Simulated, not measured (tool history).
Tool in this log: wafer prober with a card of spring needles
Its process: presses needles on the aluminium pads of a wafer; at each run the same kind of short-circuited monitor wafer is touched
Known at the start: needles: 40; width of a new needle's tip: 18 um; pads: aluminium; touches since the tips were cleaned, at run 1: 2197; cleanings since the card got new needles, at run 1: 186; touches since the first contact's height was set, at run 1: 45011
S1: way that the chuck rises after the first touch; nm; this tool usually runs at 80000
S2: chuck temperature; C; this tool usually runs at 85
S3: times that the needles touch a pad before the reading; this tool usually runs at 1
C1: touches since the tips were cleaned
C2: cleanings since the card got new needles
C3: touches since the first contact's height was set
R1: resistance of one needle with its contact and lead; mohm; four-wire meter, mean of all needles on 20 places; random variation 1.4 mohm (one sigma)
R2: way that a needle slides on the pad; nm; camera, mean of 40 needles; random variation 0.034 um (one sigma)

{"run": 1, "hour": 0.0, "S1": 80000, "S2": 85, "S3": 1, "C1": 2197, "C2": 186, "C3": 45011, "R1": 164, "R2": 9980}
{"hour": 7.9, "done": "tips cleaned on abrasive film"}
{"hour": 18.5, "done": "tips cleaned on abrasive film"}
{"hour": 31.6, "done": "tips cleaned on abrasive film"}
{"hour": 44.7, "done": "tips cleaned on abrasive film"}
{"run": 2, "hour": 54.8, "S1": 80000, "S2": 85, "S3": 1, "C1": 6579, "C2": 190, "C3": 80703, "R1": 199, "R2": 9970}
{"hour": 57.5, "done": "tips cleaned on abrasive film"}
{"hour": 70.6, "done": "tips cleaned on abrasive film"}
{"hour": 83.7, "done": "tips cleaned on abrasive film"}
{"hour": 96.9, "done": "tips cleaned on abrasive film"}
{"hour": 110.0, "done": "tips cleaned on abrasive film"}
{"hour": 123.2, "done": "tips cleaned on abrasive film"}
{"run": 3, "hour": 132.5, "S1": 80000, "S2": 85, "S3": 1, "C1": 6100, "C2": 196, "C3": 131329, "R1": 193, "R2": 9800}
{"hour": 135.2, "done": "tips cleaned on abrasive film"}
{"hour": 148.3, "done": "tips cleaned on abrasive film"}
{"hour": 158.8, "done": "tips cleaned on abrasive film"}
{"hour": 172.0, "done": "tips cleaned on abrasive film"}
{"hour": 185.1, "done": "tips cleaned on abrasive film"}
{"run": 4, "hour": 190.8, "S1": 80000, "S2": 85, "S3": 1, "C1": 3746, "C2": 201, "C3": 169326, "R1": 187, "R2": 9780}
{"hour": 196.1, "done": "tips cleaned on abrasive film"}
{"hour": 206.7, "done": "tips cleaned on abrasive film"}
{"hour": 219.8, "done": "tips cleaned on abrasive film"}
{"hour": 233.0, "done": "tips cleaned on abrasive film"}
{"hour": 243.5, "done": "tips cleaned on abrasive film"}
{"hour": 256.6, "done": "tips cleaned on abrasive film"}
{"run": 5, "hour": 266.5, "S1": 80000, "S2": 85, "S3": 1, "C1": 6455, "C2": 207, "C3": 218594, "R1": 201, "R2": 9720}
{"hour": 269.2, "done": "tips cleaned on abrasive film"}
{"hour": 282.3, "done": "tips cleaned on abrasive film"}
{"hour": 295.4, "done": "tips cleaned on abrasive film"}
{"hour": 308.6, "done": "tips cleaned on abrasive film"}
{"hour": 314.1, "done": "height of the first contact set anew"}
{"hour": 322.0, "done": "tips cleaned on abrasive film"}
{"run": 6, "hour": 330.5, "S1": 80000, "S2": 85, "S3": 1, "C1": 5541, "C2": 212, "C3": 10679, "R1": 194, "R2": 10050}
{"hour": 333.2, "done": "tips cleaned on abrasive film"}
{"hour": 346.3, "done": "tips cleaned on abrasive film"}
{"hour": 359.5, "done": "tips cleaned on abrasive film"}
{"hour": 371.3, "done": "tips cleaned on abrasive film"}
{"run": 7, "hour": 371.3, "S1": 80000, "S2": 85, "S3": 1, "C1": 0, "C2": 216, "C3": 37236, "R1": 131, "R2": 10000}
{"hour": 384.4, "done": "tips cleaned on abrasive film"}
{"hour": 395.0, "done": "tips cleaned on abrasive film"}
{"hour": 408.1, "done": "tips cleaned on abrasive film"}
{"hour": 418.7, "done": "tips cleaned on abrasive film"}
{"hour": 431.8, "done": "tips cleaned on abrasive film"}
{"hour": 444.5, "done": "tips cleaned on abrasive film"}
{"run": 8, "hour": 444.5, "S1": 80000, "S2": 85, "S3": 1, "C1": 0, "C2": 222, "C3": 84893, "R1": 134, "R2": 9860}
{"hour": 457.6, "done": "tips cleaned on abrasive film"}
{"hour": 470.8, "done": "tips cleaned on abrasive film"}
{"hour": 483.9, "done": "tips cleaned on abrasive film"}
{"hour": 497.0, "done": "tips cleaned on abrasive film"}
{"hour": 507.6, "done": "tips cleaned on abrasive film"}
{"hour": 518.4, "done": "tips cleaned on abrasive film"}
{"run": 9, "hour": 518.4, "S1": 80000, "S2": 85, "S3": 1, "C1": 0, "C2": 228, "C3": 133033, "R1": 134, "R2": 9740}
{"hour": 528.9, "done": "tips cleaned on abrasive film"}
{"hour": 542.1, "done": "tips cleaned on abrasive film"}
{"hour": 555.2, "done": "tips cleaned on abrasive film"}
{"hour": 568.4, "done": "tips cleaned on abrasive film"}
{"hour": 581.5, "done": "tips cleaned on abrasive film"}
{"hour": 594.6, "done": "tips cleaned on abrasive film"}
{"run": 10, "hour": 595.1, "S1": 80000, "S2": 85, "S3": 1, "C1": 323, "C2": 234, "C3": 183025, "R1": 136, "R2": 9700}
{"hour": 605.7, "done": "tips cleaned on abrasive film"}
{"hour": 618.8, "done": "tips cleaned on abrasive film"}
{"hour": 631.9, "done": "tips cleaned on abrasive film"}
{"hour": 645.1, "done": "tips cleaned on abrasive film"}
{"run": 11, "hour": 653.1, "S1": 80000, "S2": 85, "S3": 1, "C1": 5258, "C2": 238, "C3": 220824, "R1": 208, "R2": 9690}
{"hour": 655.8, "done": "tips cleaned on abrasive film"}
{"hour": 666.3, "done": "tips cleaned on abrasive film"}
{"hour": 679.5, "done": "tips cleaned on abrasive film"}
{"hour": 692.6, "done": "tips cleaned on abrasive film"}
{"run": 12, "hour": 694.3, "S1": 80000, "S2": 85, "S3": 1, "C1": 1117, "C2": 242, "C3": 247621, "R1": 152, "R2": 9640}
{"hour": 697.2, "done": "height of the first contact set anew"}
{"hour": 705.1, "done": "tips cleaned on abrasive film"}
{"hour": 718.3, "done": "tips cleaned on abrasive film"}
{"hour": 731.4, "done": "tips cleaned on abrasive film"}
{"hour": 744.6, "done": "tips cleaned on abrasive film"}
{"hour": 757.7, "done": "tips cleaned on abrasive film"}
{"run": 13, "hour": 768.0, "S1": 67000, "S2": 51, "S3": 2, "C1": 6771, "C2": 247, "C3": 46159, "R1": 197, "R2": 8370}
{"hour": 770.7, "done": "tips cleaned on abrasive film"}
{"hour": 781.3, "done": "tips cleaned on abrasive film"}
{"hour": 794.4, "done": "tips cleaned on abrasive film"}
{"run": 14, "hour": 802.9, "S1": 65000, "S2": 95, "S3": 1, "C1": 5566, "C2": 250, "C3": 68850, "R1": 249, "R2": 8010}
{"hour": 805.6, "done": "tips cleaned on abrasive film"}
{"hour": 818.7, "done": "tips cleaned on abrasive film"}
{"hour": 831.9, "done": "tips cleaned on abrasive film"}
{"hour": 845.0, "done": "tips cleaned on abrasive film"}
{"hour": 855.5, "done": "tips cleaned on abrasive film"}
{"hour": 868.7, "done": "tips cleaned on abrasive film"}
{"run": 15, "hour": 873.0, "S1": 65000, "S2": 64, "S3": 1, "C1": 2824, "C2": 256, "C3": 114487, "R1": 203, "R2": 7960}
{"hour": 880.9, "done": "tips cleaned on abrasive film"}
{"hour": 894.0, "done": "tips cleaned on abrasive film"}
{"hour": 907.2, "done": "tips cleaned on abrasive film"}
{"hour": 920.3, "done": "tips cleaned on abrasive film"}
{"run": 16, "hour": 922.2, "S1": 88000, "S2": 64, "S3": 2, "C1": 1211, "C2": 260, "C3": 146523, "R1": 139, "R2": 10810}
{"hour": 932.7, "done": "tips cleaned on abrasive film"}
{"hour": 945.8, "done": "tips cleaned on abrasive film"}
{"hour": 956.4, "done": "tips cleaned on abrasive film"}
{"hour": 969.5, "done": "tips cleaned on abrasive film"}
{"hour": 982.6, "done": "tips cleaned on abrasive film"}
{"run": 17, "hour": 991.3, "S1": 80000, "S2": 108, "S3": 2, "C1": 5708, "C2": 265, "C3": 191619, "R1": 175, "R2": 9690}
{"hour": 994.0, "done": "tips cleaned on abrasive film"}
{"hour": 1007.2, "done": "tips cleaned on abrasive film"}
{"hour": 1020.3, "done": "tips cleaned on abrasive film"}
{"hour": 1033.5, "done": "tips cleaned on abrasive film"}
{"hour": 1044.0, "done": "tips cleaned on abrasive film"}
{"hour": 1057.1, "done": "tips cleaned on abrasive film"}
{"hour": 1069.0, "done": "tips cleaned on abrasive film"}
{"run": 18, "hour": 1069.0, "S1": 79000, "S2": 33, "S3": 2, "C1": 0, "C2": 272, "C3": 242171, "R1": 125, "R2": 9550}
{"hour": 1079.8, "done": "height of the first contact set anew"}
{"hour": 1082.5, "done": "tips cleaned on abrasive film"}
{"hour": 1095.6, "done": "tips cleaned on abrasive film"}
{"hour": 1106.1, "done": "tips cleaned on abrasive film"}
{"hour": 1119.3, "done": "tips cleaned on abrasive film"}
{"hour": 1130.5, "done": "tips cleaned on abrasive film"}
{"run": 19, "hour": 1130.5, "S1": 80000, "S2": 85, "S3": 1, "C1": 0, "C2": 277, "C3": 32966, "R1": 137, "R2": 9950}
{"hour": 1143.6, "done": "tips cleaned on abrasive film"}
{"hour": 1156.7, "done": "tips cleaned on abrasive film"}
{"hour": 1167.3, "done": "tips cleaned on abrasive film"}
{"hour": 1180.4, "done": "tips cleaned on abrasive film"}
{"hour": 1190.9, "done": "tips cleaned on abrasive film"}
{"hour": 1204.1, "done": "tips cleaned on abrasive film"}
{"run": 20, "hour": 1205.5, "S1": 94000, "S2": 34, "S3": 1, "C1": 947, "C2": 283, "C3": 81863, "R1": 138, "R2": 11630}
{"hour": 1216.1, "done": "tips cleaned on abrasive film"}
{"hour": 1226.6, "done": "tips cleaned on abrasive film"}
{"hour": 1239.7, "done": "tips cleaned on abrasive film"}
{"hour": 1252.9, "done": "tips cleaned on abrasive film"}
{"run": 21, "hour": 1259.9, "S1": 67000, "S2": 115, "S3": 3, "C1": 4595, "C2": 287, "C3": 117283, "R1": 169, "R2": 8260}
{"hour": 1265.2, "done": "tips cleaned on abrasive film"}
{"hour": 1278.3, "done": "tips cleaned on abrasive film"}
{"hour": 1291.5, "done": "tips cleaned on abrasive film"}
{"hour": 1304.6, "done": "tips cleaned on abrasive film"}
{"hour": 1317.7, "done": "tips cleaned on abrasive film"}
{"run": 22, "hour": 1322.6, "S1": 67000, "S2": 115, "S3": 3, "C1": 3212, "C2": 292, "C3": 158171, "R1": 166, "R2": 8160}
{"hour": 1330.6, "done": "tips cleaned on abrasive film"}
{"hour": 1341.1, "done": "tips cleaned on abrasive film"}
{"hour": 1354.2, "done": "tips cleaned on abrasive film"}
{"run": 23, "hour": 1357.2, "S1": 80000, "S2": 96, "S3": 2, "C1": 1945, "C2": 295, "C3": 180667, "R1": 155, "R2": 9710}
{"hour": 1365.1, "done": "tips cleaned on abrasive film"}
{"hour": 1378.3, "done": "tips cleaned on abrasive film"}
{"hour": 1388.8, "done": "tips cleaned on abrasive film"}
{"hour": 1401.9, "done": "tips cleaned on abrasive film"}
{"hour": 1415.1, "done": "tips cleaned on abrasive film"}
{"run": 24, "hour": 1424.4, "S1": 80000, "S2": 33, "S3": 3, "C1": 6144, "C2": 300, "C3": 224486, "R1": 160, "R2": 9680}

Predict each of these 3 candidate next runs independently; none follows another, all start after run 24:
{"hour": 1427.1, "done": "tips cleaned on abrasive film"}
{"hour": 1440.3, "done": "tips cleaned on abrasive film"}
{"hour": 1453.4, "done": "tips cleaned on abrasive film"}
{"hour": 1461.5, "done": "height of the first contact set anew"}
{"hour": 1464.3, "done": "tips cleaned on abrasive film"}
{"hour": 1477.4, "done": "tips cleaned on abrasive film"}
{"run": "A", "hour": 1477.5, "S1": 78000, "S2": 76, "S3": 1, "C1": 86, "C2": 305, "C3": 10361, "R1": "?", "R2": "?"}
{"hour": 1427.1, "done": "tips cleaned on abrasive film"}
{"hour": 1440.3, "done": "tips cleaned on abrasive film"}
{"hour": 1453.4, "done": "tips cleaned on abrasive film"}
{"hour": 1461.5, "done": "height of the first contact set anew"}
{"hour": 1464.3, "done": "tips cleaned on abrasive film"}
{"hour": 1477.4, "done": "tips cleaned on abrasive film"}
{"run": "B", "hour": 1477.5, "S1": 96000, "S2": 52, "S3": 2, "C1": 86, "C2": 305, "C3": 10361, "R1": "?", "R2": "?"}
{"hour": 1427.1, "done": "tips cleaned on abrasive film"}
{"hour": 1440.3, "done": "tips cleaned on abrasive film"}
{"hour": 1453.4, "done": "tips cleaned on abrasive film"}
{"hour": 1461.5, "done": "height of the first contact set anew"}
{"hour": 1464.3, "done": "tips cleaned on abrasive film"}
{"hour": 1477.4, "done": "tips cleaned on abrasive film"}
{"run": "C", "hour": 1477.5, "S1": 74000, "S2": 36, "S3": 3, "C1": 86, "C2": 305, "C3": 10361, "R1": "?", "R2": "?"}

run=A R1=134 R2=9700
run=B R1=121 R2=11950
run=C R1=128 R2=9240
Without the tool's hidden state the same runs would have given:
run=A R1=119 R2=9720
run=B R1=113 R2=11980
run=C R1=118 R2=9260

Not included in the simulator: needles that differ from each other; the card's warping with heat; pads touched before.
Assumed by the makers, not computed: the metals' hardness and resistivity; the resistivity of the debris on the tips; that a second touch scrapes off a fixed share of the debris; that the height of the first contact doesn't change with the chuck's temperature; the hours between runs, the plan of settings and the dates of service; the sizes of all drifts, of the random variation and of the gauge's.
